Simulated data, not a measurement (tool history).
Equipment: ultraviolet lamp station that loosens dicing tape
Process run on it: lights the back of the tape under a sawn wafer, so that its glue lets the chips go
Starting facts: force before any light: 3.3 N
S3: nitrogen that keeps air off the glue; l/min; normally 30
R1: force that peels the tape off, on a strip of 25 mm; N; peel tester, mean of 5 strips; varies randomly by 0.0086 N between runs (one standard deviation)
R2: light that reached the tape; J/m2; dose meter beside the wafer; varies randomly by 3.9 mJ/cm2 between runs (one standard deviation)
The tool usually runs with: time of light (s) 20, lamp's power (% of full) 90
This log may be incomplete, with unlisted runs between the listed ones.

{"run": 1, "hour": 0.0, "time of light (s)": 20, "lamp's power (% of full)": 90, "S3": 30, "R1": 0.342, "R2": 6700}
{"run": 2, "hour": 10.1, "time of light (s)": 20, "lamp's power (% of full)": 90, "S3": 30, "R1": 0.345, "R2": 6740}
{"run": 3, "hour": 24.0, "time of light (s)": 20, "lamp's power (% of full)": 90, "S3": 16, "R1": 0.453, "R2": 6740}
{"run": 4, "hour": 36.3, "time of light (s)": 20, "lamp's power (% of full)": 90, "S3": 16, "R1": 0.442, "R2": 6760}
{"run": 5, "hour": 48.4, "time of light (s)": 20, "lamp's power (% of full)": 77, "S3": 30, "R1": 0.479, "R2": 5720}
{"run": 6, "hour": 60.1, "time of light (s)": 20, "lamp's power (% of full)": 77, "S3": 30, "R1": 0.474, "R2": 5670}
{"run": 7, "hour": 67.5, "time of light (s)": 20, "lamp's power (% of full)": 77, "S3": 30, "R1": 0.47, "R2": 5650}
{"run": 8, "hour": 75.7, "time of light (s)": 20, "lamp's power (% of full)": 77, "S3": 30, "R1": 0.453, "R2": 5740}
{"run": 9, "hour": 87.8, "time of light (s)": 20, "lamp's power (% of full)": 77, "S3": 30, "R1": 0.47, "R2": 5650}
{"run": 10, "hour": 95.8, "time of light (s)": 20, "lamp's power (% of full)": 77, "S3": 30, "R1": 0.475, "R2": 5680}
{"run": 11, "hour": 106.5, "time of light (s)": 20, "lamp's power (% of full)": 85, "S3": 30, "R1": 0.4, "R2": 6230}
{"hour": 113.2, "done": "gauge calibrated"}
{"run": 12, "hour": 117.0, "time of light (s)": 20, "lamp's power (% of full)": 85, "S3": 30, "R1": 0.386, "R2": 6340}
{"run": 13, "hour": 128.6, "time of light (s)": 20, "lamp's power (% of full)": 85, "S3": 30, "R1": 0.374, "R2": 6300}
{"run": 14, "hour": 136.5, "time of light (s)": 20, "lamp's power (% of full)": 90, "S3": 30, "R1": 0.344, "R2": 6710}
{"run": 15, "hour": 146.7, "time of light (s)": 20, "lamp's power (% of full)": 90, "S3": 30, "R1": 0.349, "R2": 6630}
{"run": 16, "hour": 152.6, "time of light (s)": 20, "lamp's power (% of full)": 90, "S3": 14, "R1": 0.495, "R2": 6680}
{"run": 17, "hour": 161.2, "time of light (s)": 20, "lamp's power (% of full)": 90, "S3": 14, "R1": 0.479, "R2": 6560}
{"run": 18, "hour": 173.4, "time of light (s)": 20, "lamp's power (% of full)": 90, "S3": 14, "R1": 0.47, "R2": 6620}
{"run": 19, "hour": 182.4, "time of light (s)": 20, "lamp's power (% of full)": 79, "S3": 30, "R1": 0.435, "R2": 5800}
{"run": 20, "hour": 190.1, "time of light (s)": 20, "lamp's power (% of full)": 72, "S3": 30, "R1": 0.529, "R2": 5250}
{"run": 21, "hour": 202.0, "time of light (s)": 20, "lamp's power (% of full)": 72, "S3": 30, "R1": 0.495, "R2": 5320}
{"run": 22, "hour": 208.1, "time of light (s)": 20, "lamp's power (% of full)": 90, "S3": 30, "R1": 0.352, "R2": 6630}
{"run": 23, "hour": 219.1, "time of light (s)": 10, "lamp's power (% of full)": 90, "S3": 19, "R1": 1.166, "R2": 3260}
{"run": 24, "hour": 228.8, "time of light (s)": 10, "lamp's power (% of full)": 90, "S3": 19, "R1": 1.091, "R2": 3310}
{"run": 25, "hour": 242.5, "time of light (s)": 20, "lamp's power (% of full)": 89, "S3": 35, "R1": 0.351, "R2": 6400}
{"hour": 245.4, "done": "window cleaned of glue's vapour"}
{"run": 26, "hour": 252.8, "time of light (s)": 12, "lamp's power (% of full)": 83, "S3": 35, "R1": 0.846, "R2": 3560}
{"run": 27, "hour": 259.5, "time of light (s)": 12, "lamp's power (% of full)": 83, "S3": 35, "R1": 0.848, "R2": 3560}
{"run": 28, "hour": 270.0, "time of light (s)": 13, "lamp's power (% of full)": 90, "S3": 12, "R1": 0.967, "R2": 4220}
{"run": 29, "hour": 280.7, "time of light (s)": 11, "lamp's power (% of full)": 90, "S3": 14, "R1": 1.081, "R2": 3510}
{"run": 30, "hour": 287.5, "time of light (s)": 12, "lamp's power (% of full)": 90, "S3": 30, "R1": 0.768, "R2": 3870}
{"run": 31, "hour": 299.0, "time of light (s)": 11, "lamp's power (% of full)": 66, "S3": 30, "R1": 1.257, "R2": 2600}
{"run": 32, "hour": 310.9, "time of light (s)": 12, "lamp's power (% of full)": 62, "S3": 30, "R1": 1.188, "R2": 2630}
{"run": 33, "hour": 318.7, "time of light (s)": 12, "lamp's power (% of full)": 62, "S3": 30, "R1": 1.227, "R2": 2630}
{"run": 34, "hour": 332.0, "time of light (s)": 17, "lamp's power (% of full)": 90, "S3": 14, "R1": 0.628, "R2": 5410}
{"run": 35, "hour": 339.3, "time of light (s)": 17, "lamp's power (% of full)": 90, "S3": 14, "R1": 0.657, "R2": 5460}
{"run": 36, "hour": 349.5, "time of light (s)": 20, "lamp's power (% of full)": 90, "S3": 24, "R1": 0.394, "R2": 6260}
{"run": 37, "hour": 361.3, "time of light (s)": 13, "lamp's power (% of full)": 79, "S3": 46, "R1": 0.756, "R2": 3560}
{"run": 38, "hour": 374.8, "time of light (s)": 13, "lamp's power (% of full)": 79, "S3": 46, "R1": 0.748, "R2": 3570}
{"run": 39, "hour": 385.0, "time of light (s)": 13, "lamp's power (% of full)": 69, "S3": 49, "R1": 0.902, "R2": 3110}
{"run": 40, "hour": 393.4, "time of light (s)": 20, "lamp's power (% of full)": 73, "S3": 30, "R1": 0.525, "R2": 5110}
{"run": 41, "hour": 404.5, "time of light (s)": 34, "lamp's power (% of full)": 81, "S3": 44, "R1": 0.144, "R2": 9550}
{"run": 42, "hour": 414.9, "time of light (s)": 15, "lamp's power (% of full)": 72, "S3": 33, "R1": 0.752, "R2": 3700}
{"run": 43, "hour": 421.4, "time of light (s)": 12, "lamp's power (% of full)": 90, "S3": 47, "R1": 0.723, "R2": 3770}

Branching from run 43: 3 alternative next runs. What would each branch give?
{"run": "A", "hour": 429.1, "time of light (s)": 38, "lamp's power (% of full)": 62, "S3": 30, "R1": "?", "R2": "?"}
{"run": "B", "hour": 429.1, "time of light (s)": 12, "lamp's power (% of full)": 90, "S3": 21, "R1": "?", "R2": "?"}
{"run": "C", "hour": 429.1, "time of light (s)": 34, "lamp's power (% of full)": 90, "S3": 51, "R1": "?", "R2": "?"}

run=A R1=0.209 R2=8140
run=B R1=0.909 R2=3730
run=C R1=0.125 R2=10550
The same runs, with their run-to-run variation unchanged, on a tool lacking any hidden condition would have given:
run=A R1=0.208 R2=8870
run=B R1=0.907 R2=4070
run=C R1=0.124 R2=11500

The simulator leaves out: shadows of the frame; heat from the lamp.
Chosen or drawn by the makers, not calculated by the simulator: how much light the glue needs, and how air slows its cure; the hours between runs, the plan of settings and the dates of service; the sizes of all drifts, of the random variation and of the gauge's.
